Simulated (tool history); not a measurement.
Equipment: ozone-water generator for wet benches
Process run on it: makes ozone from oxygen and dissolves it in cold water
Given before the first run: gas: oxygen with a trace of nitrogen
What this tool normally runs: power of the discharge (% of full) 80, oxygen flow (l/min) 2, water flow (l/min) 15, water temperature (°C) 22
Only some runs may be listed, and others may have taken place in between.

run      day  power of the discharge (% of full)  oxygen flow (l/min)  water flow (l/min)  water temperature (°C)  dissolved ozone (ppm)  ozone in the gas ahead of the water (g/m3)
  1        0                                  80                    2                  15                      22                   10.8                                       190.4
  2     5.55                                  80                    2                  15                      22                   10.8                                       190.7
  3    8.983                                  80                    2                  15                      22                   10.7                                       190.4
  4   17.212                                  80                    2                  15                      22                   10.8                                         191
  5   23.758                                  80                    2                  15                      17                   11.2                                         190
  6   31.908                                  80                    2                  15                      17                   11.1                                       190.8
  7   39.588                                  80                    2                  15                      22                   10.5                                       189.8
  8   45.296                                  80                    2                  15                      22                   10.6                                       189.3
  9    51.65                                  80                    2                  15                      22                   10.4                                       189.2
 10   59.542                                  80                    2                  15                      17                   10.9                                       187.3
 11       63                                  50                    2                  15                      17                    7.9                                       139.5
 12   68.354                                  69                 1.78                  20                      25                    6.6                                       180.4
 13   74.362                                  69                 1.78                  20                      25                    6.7                                       180.9
 14   80.662                                  64                    2                  15                      17                    9.5                                       160.3
 15   88.483                                  64                    2                  12                      26                   10.4                                       161.5
 16   94.554                                  80                    2                  22                      17                    7.1                                       187.1
 17  100.125                                  63                 1.92                  22                      22                    5.8                                       160.7
 18  104.962                                  80                 1.78                  15                      22                   10.2                                       197.2
 19  108.808                                  80                 1.78                  15                      22                   10.3                                       193.9
 20  115.275                                  55                 1.32                  11                      22                   10.3                                       183.3

5 options for the next run, each taken on its own from the tool as it stands now. Forecast them:
  A  122.146                                  45                    2                  11                      22                      ?                                           ?
  B  122.146                                  96                 3.45                  11                      22                      ?                                           ?
  C  122.146                                  55                 3.01                  11                      22                      ?                                           ?
  D  122.146                                  83                 1.04                  21                      22                      ?                                           ?
  E  122.146                                  73                    2                  13                      20                      ?                                           ?

run  dissolved ozone (ppm)  ozone in the gas ahead of the water (g/m3)
  A                    9.3                                       126.9
  B                   14.8                                       152.1
  C                   10.5                                       113.5
  D                    6.3                                       273.6
  E                   11.4                                       172.1
Without the tool's unlogged condition, the same runs would have read:
run  dissolved ozone (ppm)  ozone in the gas ahead of the water (g/m3)
  A                   10.5                                       133.5
  B                   17.4                                       165.7
  C                   12.1                                       120.5
  D                    7.5                                       296.1
  E                   13.2                                       185.2
